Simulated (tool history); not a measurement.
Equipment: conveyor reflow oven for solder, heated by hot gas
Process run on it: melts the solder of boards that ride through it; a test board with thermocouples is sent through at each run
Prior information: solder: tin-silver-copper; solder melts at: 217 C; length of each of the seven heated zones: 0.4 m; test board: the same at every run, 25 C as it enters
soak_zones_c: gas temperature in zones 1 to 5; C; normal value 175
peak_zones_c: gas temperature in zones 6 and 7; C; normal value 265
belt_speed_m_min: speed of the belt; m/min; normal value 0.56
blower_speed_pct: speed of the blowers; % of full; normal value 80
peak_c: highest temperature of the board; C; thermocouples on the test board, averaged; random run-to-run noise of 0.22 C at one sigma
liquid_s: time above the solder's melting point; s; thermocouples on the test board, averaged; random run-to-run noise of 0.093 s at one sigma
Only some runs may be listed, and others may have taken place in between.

run,day,soak_zones_c,peak_zones_c,belt_speed_m_min,blower_speed_pct,peak_c,liquid_s
1,0,175,265,0.56,80,252.2,67.73
2,1.479,175,265,0.56,63,248.5,63.43
3,4.638,175,265,0.614,63,246,54.6
# day 5.904: thermocouples of zones 6 and 7 changed
4,6.85,175,265,0.614,63,249.5,57.47
# day 7.571: flux residue cleaned out of gas plates and filters
5,9.388,179,265,0.614,63,250.3,60.06
6,11.562,175,265,0.542,80,256.2,73.25
7,14.079,175,265,0.542,80,256,73.09
8,15.6,175,265,0.542,80,255.7,73.16
9,17.592,175,265,0.56,72,253.5,68.38
10,20.092,175,265,0.56,72,253.2,68.18
11,21.971,175,265,0.56,72,253.3,68.09
12,23.742,178,262,0.528,79,252.6,74.82
# day 24.592: flux residue cleaned out of gas plates and filters
13,25.704,178,262,0.528,79,253.7,75.24
14,28.462,176,271,0.56,61,256.4,70.16
15,30.179,176,270,0.56,72,258.5,71.9
16,33.446,167,265,0.457,80,258,87.26
17,36.529,167,269,0.457,80,262,89.38
18,38.229,178,262,0.56,80,252.1,69.47
19,40.692,178,262,0.613,66,246.8,57.52
# day 41.654: flux residue cleaned out of gas plates and filters
20,43.95,178,262,0.613,66,247.5,57.85
21,45.983,175,265,0.56,60,250.2,65.15

Branching from run 21: 5 alternative next runs. What would each branch give?
A,49.004,161,265,0.56,80,?,?
B,49.004,175,272,0.585,80,?,?
C,49.004,170,265,0.56,60,?,?
D,49.004,175,265,0.528,80,?,?
E,49.004,162,265,0.56,56,?,?

run,peak_c,liquid_s
A,252.9,63.58
B,259.4,69.78
C,248.7,62.36
D,255.1,75.39
E,246.4,56.39
Stripped of hidden state, with their random variation kept, the same runs would have yielded:
run,peak_c,liquid_s
A,254.6,63.19
B,261,68.99
C,250.1,61.95
D,256.8,74.61
E,247.7,56.16

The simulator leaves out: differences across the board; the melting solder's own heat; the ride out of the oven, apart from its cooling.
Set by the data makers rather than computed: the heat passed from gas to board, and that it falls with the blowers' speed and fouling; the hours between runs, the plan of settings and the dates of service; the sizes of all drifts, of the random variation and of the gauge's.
